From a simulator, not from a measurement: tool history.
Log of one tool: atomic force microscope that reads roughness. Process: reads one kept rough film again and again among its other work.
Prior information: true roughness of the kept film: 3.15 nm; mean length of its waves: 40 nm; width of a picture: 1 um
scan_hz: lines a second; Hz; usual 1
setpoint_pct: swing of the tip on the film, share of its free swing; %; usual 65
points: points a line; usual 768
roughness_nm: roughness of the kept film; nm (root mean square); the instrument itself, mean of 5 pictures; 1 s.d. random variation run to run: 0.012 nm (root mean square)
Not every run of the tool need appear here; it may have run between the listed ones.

Run 1, day 0: usual settings. Result: roughness_nm 2.757 nm (root mean square).
Run 2, day 2.492: usual settings. Result: roughness_nm 2.606 nm (root mean square).
At day 3.983: new tip fitted.
Run 3, day 4.033: usual settings. Result: roughness_nm 2.877 nm (root mean square).
Run 4, day 6.942: usual settings but scan_hz 0.83 Hz. Result: roughness_nm 2.694 nm (root mean square).
At day 9.3: new tip fitted.
Run 5, day 9.342: usual settings but scan_hz 0.83 Hz. Result: roughness_nm 2.885 nm (root mean square).
Run 6, day 10.821: usual settings. Result: roughness_nm 2.754 nm (root mean square).
Run 7, day 13.146: usual settings. Result: roughness_nm 2.6 nm (root mean square).
At day 14.617: new tip fitted.
Run 8, day 14.821: usual settings but points 400. Result: roughness_nm 2.858 nm (root mean square).
Run 9, day 17.396: usual settings but points 400. Result: roughness_nm 2.707 nm (root mean square).
Run 10, day 18.696: usual settings. Result: roughness_nm 2.617 nm (root mean square).
At day 19.967: new tip fitted.
Run 11, day 20.258: usual settings but points 492. Result: roughness_nm 2.876 nm (root mean square).
Run 12, day 23.479: usual settings but points 492. Result: roughness_nm 2.638 nm (root mean square).
At day 25.358: new tip fitted.
Run 13, day 25.746: usual settings but points 492. Result: roughness_nm 2.839 nm (root mean square).
Run 14, day 27.888: usual settings. Result: roughness_nm 2.692 nm (root mean square).
At day 28.067: height scale calibrated on a step standard.
Run 15, day 29.833: usual settings but setpoint_pct 79 %. Result: roughness_nm 2.466 nm (root mean square).
At day 30.717: new tip fitted.
Run 16, day 32.908: usual settings but scan_hz 0.84 Hz, setpoint_pct 79 %, points 874. Result: roughness_nm 2.663 nm (root mean square).
At day 33.854: height scale calibrated on a step standard, once more.
Run 17, day 34.317: usual settings but scan_hz 1.22 Hz, setpoint_pct 79 %, points 874. Result: roughness_nm 2.505 nm (root mean square).
Run 18, day 35.75: usual settings but scan_hz 1.22 Hz, setpoint_pct 79 %, points 874. Result: roughness_nm 2.431 nm (root mean square).
At day 36.062: new tip fitted.
Run 19, day 37.412: usual settings but scan_hz 3.48 Hz, setpoint_pct 73 %, points 693. Result: roughness_nm 2.411 nm (root mean square).
Run 20, day 39.45: usual settings but points 1002. Result: roughness_nm 2.634 nm (root mean square).
At day 41.35: new tip fitted.
Run 21, day 42.667: usual settings but setpoint_pct 81 %, points 319. Result: roughness_nm 2.625 nm (root mean square).
Run 22, day 44.375: usual settings but points 370. Result: roughness_nm 2.679 nm (root mean square).
At day 46.608: new tip fitted.
Run 23, day 47.104: usual settings but scan_hz 0.61 Hz, setpoint_pct 76 %, points 268. Result: roughness_nm 2.789 nm (root mean square).
Run 24, day 49.058: usual settings but points 436. Result: roughness_nm 2.704 nm (root mean square).
Run 25, day 50.746: usual settings but points 348. Result: roughness_nm 2.597 nm (root mean square).
At day 51.933: new tip fitted.
Run 26, day 52.367: usual settings but points 348. Result: roughness_nm 2.824 nm (root mean square).
Run 27, day 55.521: usual settings but scan_hz 3.38 Hz, setpoint_pct 66 %, points 1000. Result: roughness_nm 2.415 nm (root mean square).
At day 57.217: new tip fitted.
Run 28, day 58.092: usual settings but scan_hz 3.16 Hz. Result: roughness_nm 2.641 nm (root mean square).
Run 29, day 60.425: usual settings but scan_hz 3.21 Hz, setpoint_pct 57 %, points 464. Result: roughness_nm 2.601 nm (root mean square).

Measured result minus the same run's result without the hidden state. Both carry the same run-to-run variation, though not necessarily the same gauge scatter:
The tool's hidden condition here consists of: radius of the tip, nm; height scale over the true one, %; drift of the gauge itself on roughness_nm, %.
run  roughness_nm
  1        -0.126
  2        -0.302
  3        -0.016
  4        -0.217
  5        -0.019
  6        -0.124
  7        -0.285
  8        -0.015
  9        -0.189
 10        -0.273
 11        -0.018
 12        -0.236
 13        -0.039
 14        -0.205
 15        -0.312
 16        -0.149
 17        -0.246
 18        -0.329
 19          -0.1
 20         -0.24
 21        -0.098
 22        -0.204
 23        -0.051
 24         -0.18
 25        -0.284
 26        -0.037
 27        -0.238
 28        -0.063
 29        -0.229
